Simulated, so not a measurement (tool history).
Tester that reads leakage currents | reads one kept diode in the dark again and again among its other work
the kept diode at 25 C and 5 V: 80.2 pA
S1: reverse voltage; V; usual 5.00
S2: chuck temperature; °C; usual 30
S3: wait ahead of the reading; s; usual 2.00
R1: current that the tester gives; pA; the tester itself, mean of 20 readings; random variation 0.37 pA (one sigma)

run	hour	S1	S2	S3	R1
1	0.0	5.00	30	2.00	121.88
2	96.4	5.00	30	2.00	121.95
3	180.5	5.00	30	2.00	121.14
4	287.1	5.00	30	2.00	121.33
5	395.8	5.00	30	8.92	121.30
6	572.3	5.00	30	8.92	121.45
7	696.1	5.00	30	8.92	121.39
8	845.4	1.20	53	0.57	393.13
9	949.2	1.20	53	0.57	392.54
10	1109.5	5.00	23	3.64	68.37
# hour 1210.4: tester calibrated
11	1239.2	3.58	24	2.00	65.22

5 ways to go on from here, each from the tool as it stands after run 11. What would each give?
A	1362.9	5.00	30	4.20	?
B	1362.9	3.58	24	1.24	?
C	1362.9	3.58	24	2.21	?
D	1362.9	1.86	42	1.01	?
E	1362.9	7.29	24	2.00	?

run	R1
A	121.05
B	65.17
C	64.80
D	209.97
E	85.93
Without the tool's hidden state the same runs would have given:
run	R1
A	121.08
B	65.17
C	64.80
D	210.15
E	85.88
